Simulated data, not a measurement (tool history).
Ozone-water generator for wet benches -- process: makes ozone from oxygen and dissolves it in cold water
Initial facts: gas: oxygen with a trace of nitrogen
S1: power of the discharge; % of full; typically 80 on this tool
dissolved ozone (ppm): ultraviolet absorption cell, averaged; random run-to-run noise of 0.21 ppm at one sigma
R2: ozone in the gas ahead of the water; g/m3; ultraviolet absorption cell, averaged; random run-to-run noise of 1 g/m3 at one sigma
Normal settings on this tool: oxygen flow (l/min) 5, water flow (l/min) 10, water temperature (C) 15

run 1 hour=0 | S1=80 oxygen_flow_(l/min)=5 water_flow_(l/min)=10 water_temperature_(C)=15 | dissolved_ozone_(ppm)=31.5 R2=178.7
run 2 hour=100.6 | S1=80 oxygen_flow_(l/min)=5 water_flow_(l/min)=16 water_temperature_(C)=15 | dissolved_ozone_(ppm)=23.9 R2=182
run 3 hour=167.7 | S1=80 oxygen_flow_(l/min)=5 water_flow_(l/min)=16 water_temperature_(C)=15 | dissolved_ozone_(ppm)=23.9 R2=180
run 4 hour=246.7 | S1=80 oxygen_flow_(l/min)=5 water_flow_(l/min)=16 water_temperature_(C)=15 | dissolved_ozone_(ppm)=24 R2=182
run 5 hour=310.2 | S1=80 oxygen_flow_(l/min)=5 water_flow_(l/min)=13 water_temperature_(C)=15 | dissolved_ozone_(ppm)=26.9 R2=182.3
run 6 hour=408.7 | S1=80 oxygen_flow_(l/min)=5 water_flow_(l/min)=10 water_temperature_(C)=15 | dissolved_ozone_(ppm)=32.2 R2=181.5
run 7 hour=467.9 | S1=80 oxygen_flow_(l/min)=5 water_flow_(l/min)=10 water_temperature_(C)=15 | dissolved_ozone_(ppm)=31.5 R2=180.3
run 8 hour=512.8 | S1=80 oxygen_flow_(l/min)=8.52 water_flow_(l/min)=10 water_temperature_(C)=15 | dissolved_ozone_(ppm)=28.6 R2=135.6
run 9 hour=606.8 | S1=80 oxygen_flow_(l/min)=5 water_flow_(l/min)=10 water_temperature_(C)=17 | dissolved_ozone_(ppm)=30.7 R2=179.1
run 10 hour=660.2 | S1=80 oxygen_flow_(l/min)=5 water_flow_(l/min)=10 water_temperature_(C)=17 | dissolved_ozone_(ppm)=30.6 R2=180.8
run 11 hour=768.1 | S1=80 oxygen_flow_(l/min)=5 water_flow_(l/min)=10 water_temperature_(C)=17 | dissolved_ozone_(ppm)=30.6 R2=181.1
run 12 hour=852.3 | S1=80 oxygen_flow_(l/min)=5 water_flow_(l/min)=10 water_temperature_(C)=17 | dissolved_ozone_(ppm)=30.6 R2=179.7
run 13 hour=931.3 | S1=80 oxygen_flow_(l/min)=5 water_flow_(l/min)=10 water_temperature_(C)=15 | dissolved_ozone_(ppm)=31.6 R2=181.2
run 14 hour=992 | S1=80 oxygen_flow_(l/min)=5 water_flow_(l/min)=7 water_temperature_(C)=15 | dissolved_ozone_(ppm)=37.8 R2=181.4
run 15 hour=1052.3 | S1=80 oxygen_flow_(l/min)=5 water_flow_(l/min)=10 water_temperature_(C)=20 | dissolved_ozone_(ppm)=28.7 R2=181.1
run 16 hour=1141 | S1=80 oxygen_flow_(l/min)=5 water_flow_(l/min)=10 water_temperature_(C)=20 | dissolved_ozone_(ppm)=29.1 R2=178.7
run 17 hour=1245.5 | S1=80 oxygen_flow_(l/min)=5 water_flow_(l/min)=10 water_temperature_(C)=20 | dissolved_ozone_(ppm)=28.7 R2=179.3
run 18 hour=1349 | S1=80 oxygen_flow_(l/min)=5 water_flow_(l/min)=10 water_temperature_(C)=20 | dissolved_ozone_(ppm)=28.7 R2=180.4
run 19 hour=1399.1 | S1=80 oxygen_flow_(l/min)=5 water_flow_(l/min)=10 water_temperature_(C)=20 | dissolved_ozone_(ppm)=28.9 R2=181
run 20 hour=1454.4 | S1=80 oxygen_flow_(l/min)=5 water_flow_(l/min)=10 water_temperature_(C)=20 | dissolved_ozone_(ppm)=28.8 R2=180.2
run 21 hour=1499.4 | S1=80 oxygen_flow_(l/min)=5 water_flow_(l/min)=10 water_temperature_(C)=20 | dissolved_ozone_(ppm)=28.9 R2=180.7
run 22 hour=1572.7 | S1=44 oxygen_flow_(l/min)=8.87 water_flow_(l/min)=8 water_temperature_(C)=9 | dissolved_ozone_(ppm)=23.1 R2=85.6

Forecast run 23:
run 23 hour=1651.7 | S1=44 oxygen_flow_(l/min)=8.87 water_flow_(l/min)=8 water_temperature_(C)=9 | dissolved_ozone_(ppm)=? R2=?

{"run 23": {"dissolved ozone (ppm)": 23.1, "R2": 86.7}}
The same run, on a tool lacking any hidden state, would have yielded dissolved ozone (ppm) 23.1, R2 86.8 g/m3.
